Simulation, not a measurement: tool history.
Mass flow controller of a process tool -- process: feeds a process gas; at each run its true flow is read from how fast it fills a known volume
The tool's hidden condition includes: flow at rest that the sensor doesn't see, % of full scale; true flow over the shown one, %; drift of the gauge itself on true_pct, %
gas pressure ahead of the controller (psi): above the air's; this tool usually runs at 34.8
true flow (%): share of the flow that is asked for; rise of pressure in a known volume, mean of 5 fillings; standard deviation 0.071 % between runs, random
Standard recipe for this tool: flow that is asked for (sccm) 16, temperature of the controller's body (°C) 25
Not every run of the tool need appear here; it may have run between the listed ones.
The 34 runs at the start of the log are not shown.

run,hour,flow that is asked for (sccm),gas pressure ahead of the controller (psi),temperature of the controller's body (°C),hours of work since the controller was set to zero,hours of work since the controller was changed,true flow (%)
35,6295.3,11,34.8,25,7127,7127,99.97
36,6419.2,9,23.6,32,7187,7187,99.61
37,6674.8,9,40,25,7312,7312,99.72
38,6857.5,9,23.8,23,7402,7402,100.98
39,6971.5,13,40.5,23,7457,7457,100.36
40,7106.6,13,40.5,23,7524,7524,100.41
41,7254.9,3,30.5,27,7596,7596,100.02
42,7363.1,3,30.5,26,7649,7649,100.18
43,7603.5,20,34.8,21,7767,7767,101.54
44,7827.2,7,25.2,31,7876,7876,100.48
45,8063.4,5,25.7,26,7992,7992,100.99
46,8306.2,18,34.8,25,8111,8111,101.41
47,8439.6,16,34.8,37,8176,8176,99.97

5 ways to go on from here, each from the tool as it stands after run 47. What would each give?
# hour 8484.9: controller's zero set anew
A,8697.1,16,34.8,34,104,8302,?
# hour 8484.9: controller's zero set anew
B,8697.1,3,22.6,36,104,8302,?
# hour 8484.9: controller's zero set anew
C,8697.1,8,30.5,23,104,8302,?
# hour 8484.9: controller's zero set anew
D,8697.1,12,34.8,21,104,8302,?
# hour 8484.9: controller's zero set anew
E,8697.1,2,34.8,25,104,8302,?

run,true flow (%)
A,100.52
B,100.2
C,101.53
D,101.66
E,100.78
Without the tool's unlogged condition, the same runs would have read:
run,true flow (%)
A,98.55
B,98.23
C,99.54
D,99.67
E,98.81

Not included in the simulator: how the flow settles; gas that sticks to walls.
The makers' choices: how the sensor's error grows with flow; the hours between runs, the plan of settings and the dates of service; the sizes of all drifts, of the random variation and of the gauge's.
